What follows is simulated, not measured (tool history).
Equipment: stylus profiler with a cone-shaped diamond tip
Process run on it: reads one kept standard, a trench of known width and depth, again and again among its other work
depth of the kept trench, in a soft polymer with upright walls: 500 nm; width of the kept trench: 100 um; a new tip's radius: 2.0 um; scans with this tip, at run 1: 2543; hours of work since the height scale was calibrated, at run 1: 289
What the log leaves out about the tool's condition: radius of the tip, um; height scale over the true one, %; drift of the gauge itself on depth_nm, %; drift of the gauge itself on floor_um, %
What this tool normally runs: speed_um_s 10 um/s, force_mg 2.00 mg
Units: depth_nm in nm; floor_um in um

| run | hour | speed_um_s | force_mg | scans with this tip | hours of work since the height scale was calibrated | depth_nm | floor_um |
|---|---|---|---|---|---|---|---|
| 1 | 0.0 | 10 | 2.00 | 2543 | 289 | 503.68 | 97.13 |
| 2 | 18.9 | 10 | 2.00 | 2667 | 303 | 503.60 | 97.14 |
| 3 | 35.1 | 10 | 2.00 | 2772 | 315 | 503.76 | 97.08 |
| 4 | 54.4 | 10 | 1.45 | 2897 | 329 | 502.83 | 97.09 |
| 5 | 80.0 | 10 | 3.80 | 3064 | 348 | 505.65 | 97.12 |
| 6 | 104.5 | 10 | 2.00 | 3223 | 366 | 503.66 | 97.01 |
| 7 | 127.8 | 10 | 2.00 | 3375 | 383 | 503.68 | 97.03 |
| 8 | 141.9 | 3 | 2.00 | 3466 | 393 | 503.64 | 97.04 |
| 9 | 156.9 | 3 | 2.00 | 3564 | 404 | 503.63 | 97.07 |
| 10 | 184.2 | 10 | 2.00 | 3741 | 425 | 503.58 | 96.99 |
| 11 | 198.2 | 4 | 2.00 | 3832 | 435 | 503.57 | 97.03 |
| 12 | 220.9 | 4 | 2.00 | 3980 | 452 | 503.62 | 97.06 |
| 13 | 241.8 | 4 | 2.00 | 4116 | 467 | 503.55 | 97.03 |
| 14 | 257.6 | 4 | 2.00 | 4218 | 479 | 503.54 | 96.99 |
| 15 | 272.0 | 10 | 5.30 | 4312 | 489 | 507.04 | 96.94 |
| 16 | 287.5 | 9 | 5.20 | 4413 | 501 | 507.00 | 96.93 |
| 17 | 307.3 | 10 | 0.67 | 4541 | 515 | 501.53 | 96.88 |
| 18 | 323.3 | 10 | 2.65 | 4645 | 527 | 504.30 | 96.91 |
| 19 | 346.6 | 17 | 1.88 | 4797 | 545 | 503.25 | 96.85 |
| 20 | 363.2 | 7 | 1.44 | 4905 | 557 | 502.76 | 96.93 |
| 21 | 386.3 | 7 | 1.44 | 5055 | 574 | 502.74 | 96.91 |
| 22 | 403.3 | 7 | 0.75 | 5166 | 586 | 501.58 | 96.87 |

For each run, the measured value with the value that run would have given without the tool's hidden condition subtracted. The run-to-run variation is shared by both, the gauge scatter possibly not:
| run | depth_nm | floor_um |
|---|---|---|
| 1 | -0.13 | -0.21 |
| 2 | -0.14 | -0.21 |
| 3 | -0.15 | -0.22 |
| 4 | -0.17 | -0.23 |
| 5 | -0.18 | -0.25 |
| 6 | -0.19 | -0.26 |
| 7 | -0.20 | -0.27 |
| 8 | -0.21 | -0.29 |
| 9 | -0.22 | -0.29 |
| 10 | -0.23 | -0.30 |
| 11 | -0.24 | -0.31 |
| 12 | -0.25 | -0.32 |
| 13 | -0.26 | -0.34 |
| 14 | -0.27 | -0.35 |
| 15 | -0.29 | -0.35 |
| 16 | -0.29 | -0.36 |
| 17 | -0.30 | -0.37 |
| 18 | -0.31 | -0.38 |
| 19 | -0.32 | -0.40 |
| 20 | -0.33 | -0.41 |
| 21 | -0.34 | -0.41 |
| 22 | -0.34 | -0.43 |
